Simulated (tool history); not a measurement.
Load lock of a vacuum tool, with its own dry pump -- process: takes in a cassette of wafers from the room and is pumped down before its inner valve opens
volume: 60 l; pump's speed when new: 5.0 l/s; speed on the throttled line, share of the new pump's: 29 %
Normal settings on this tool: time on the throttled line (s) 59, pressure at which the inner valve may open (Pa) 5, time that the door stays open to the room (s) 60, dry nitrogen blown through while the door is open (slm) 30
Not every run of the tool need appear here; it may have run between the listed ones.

run,hour,time on the throttled line (s),pressure at which the inner valve may open (Pa),time that the door stays open to the room (s),dry nitrogen blown through while the door is open (slm),"incoming humidity of the room's air, %",time from the closed door until the inner valve may open (s),rise of the pressure with all valves shut (Pa/min)
1,0.0,59,5,60,30,44.7,167.0,0.069
2,70.9,59,5,60,30,47.9,165.1,0.077
3,214.9,59,5,60,30,46.5,166.5,0.084
4,363.6,59,5,60,30,45.5,166.5,0.089
5,520.5,59,5,60,30,42.2,164.7,0.085
6,616.9,59,5,60,30,43.4,167.1,0.088
7,729.8,59,5,60,30,44.2,166.2,0.099
8,843.2,59,6,60,30,44.4,163.7,0.097
9,1014.3,59,5,60,30,45.9,165.3,0.105
10,1178.9,59,5,60,30,43.4,167.8,0.112
11,1279.2,59,5,60,30,45.8,167.3,0.124
12,1359.9,59,5,60,30,44.8,167.6,0.117
13,1518.3,41,5,60,30,49.3,154.5,0.130
14,1592.3,59,5,60,30,44.3,167.8,0.133
15,1720.0,59,5,60,30,43.3,166.9,0.133
16,1805.4,59,5,60,30,48.1,167.8,0.144
17,1906.9,59,5,60,30,45.4,165.6,0.145
18,2004.3,59,5,60,30,46.0,166.1,0.150

Run 19 has not been measured yet. What should we expect?
19,2103.8,59,5,60,30,44.4,?,?

Run 19 gave time from the closed door until the inner valve may open (s) 169.4, rise of the pressure with all valves shut (Pa/min) 0.154.
Minus the tool's unlogged condition, the same run would have read time from the closed door until the inner valve may open (s) 164.1, rise of the pressure with all valves shut (Pa/min) 0.022.

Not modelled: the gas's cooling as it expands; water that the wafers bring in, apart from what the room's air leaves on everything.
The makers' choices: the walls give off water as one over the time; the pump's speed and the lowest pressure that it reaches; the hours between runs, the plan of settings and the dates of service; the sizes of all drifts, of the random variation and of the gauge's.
